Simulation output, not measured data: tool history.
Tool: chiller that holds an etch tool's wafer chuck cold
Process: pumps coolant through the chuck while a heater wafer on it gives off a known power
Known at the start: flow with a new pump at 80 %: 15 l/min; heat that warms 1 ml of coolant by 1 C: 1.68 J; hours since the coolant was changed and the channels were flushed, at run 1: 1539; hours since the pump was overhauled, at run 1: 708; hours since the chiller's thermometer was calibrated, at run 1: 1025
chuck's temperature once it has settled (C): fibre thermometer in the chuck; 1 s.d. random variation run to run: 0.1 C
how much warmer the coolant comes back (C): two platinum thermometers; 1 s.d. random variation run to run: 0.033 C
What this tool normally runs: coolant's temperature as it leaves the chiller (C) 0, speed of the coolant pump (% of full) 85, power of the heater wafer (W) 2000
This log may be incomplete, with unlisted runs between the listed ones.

| run | hour | coolant's temperature as it leaves the chiller (C) | speed of the coolant pump (% of full) | power of the heater wafer (W) | hours since the coolant was changed and the channels were flushed | hours since the pump was overhauled | hours since the chiller's thermometer was calibrated | chuck's temperature once it has settled (C) | how much warmer the coolant comes back (C) |
|---|---|---|---|---|---|---|---|---|---|
| 1 | 0.0 | 0 | 85 | 2000 | 1539 | 708 | 1025 | 15.1 | 4.51 |
| 2 | 60.5 | 0 | 70 | 2000 | 1600 | 769 | 1085 | 16.6 | 5.41 |
| 3 | 174.7 | 0 | 70 | 2000 | 1714 | 883 | 1200 | 16.3 | 5.51 |
| 4 | 271.0 | 0 | 70 | 2000 | 1810 | 979 | 1296 | 16.6 | 5.50 |
| 5 | 379.1 | 0 | 70 | 2000 | 1918 | 1087 | 1404 | 16.4 | 5.43 |
| 6 | 451.7 | 0 | 70 | 2000 | 1991 | 1160 | 1476 | 16.6 | 5.62 |
| 7 | 549.5 | 0 | 70 | 2000 | 2089 | 1258 | 1574 | 16.6 | 5.51 |
| 8 | 673.4 | 0 | 85 | 2000 | 2213 | 1382 | 1698 | 15.1 | 4.60 |
| 9 | 768.0 | 0 | 85 | 2000 | 2307 | 1476 | 1793 | 14.9 | 4.52 |
| 10 | 848.0 | 0 | 85 | 2000 | 2387 | 1556 | 1873 | 15.0 | 4.56 |
| 11 | 942.0 | 0 | 85 | 2000 | 2481 | 1650 | 1967 | 15.2 | 4.56 |
| 12 | 1038.4 | -2 | 73 | 2000 | 2578 | 1746 | 2063 | 14.3 | 5.36 |
| 13 | 1134.7 | 0 | 62 | 2000 | 2674 | 1843 | 2160 | 17.9 | 6.33 |

What will run 14 give?
| 14 | 1250.0 | 8 | 85 | 1947 | 2789 | 1958 | 2275 | ? | ? |

Logged for run 14: chuck's temperature once it has settled (C) 22.6, how much warmer the coolant comes back (C) 4.46.
The same run, on a tool lacking any hidden state, would have yielded chuck's temperature once it has settled (C) 22.2, how much warmer the coolant comes back (C) 4.35.

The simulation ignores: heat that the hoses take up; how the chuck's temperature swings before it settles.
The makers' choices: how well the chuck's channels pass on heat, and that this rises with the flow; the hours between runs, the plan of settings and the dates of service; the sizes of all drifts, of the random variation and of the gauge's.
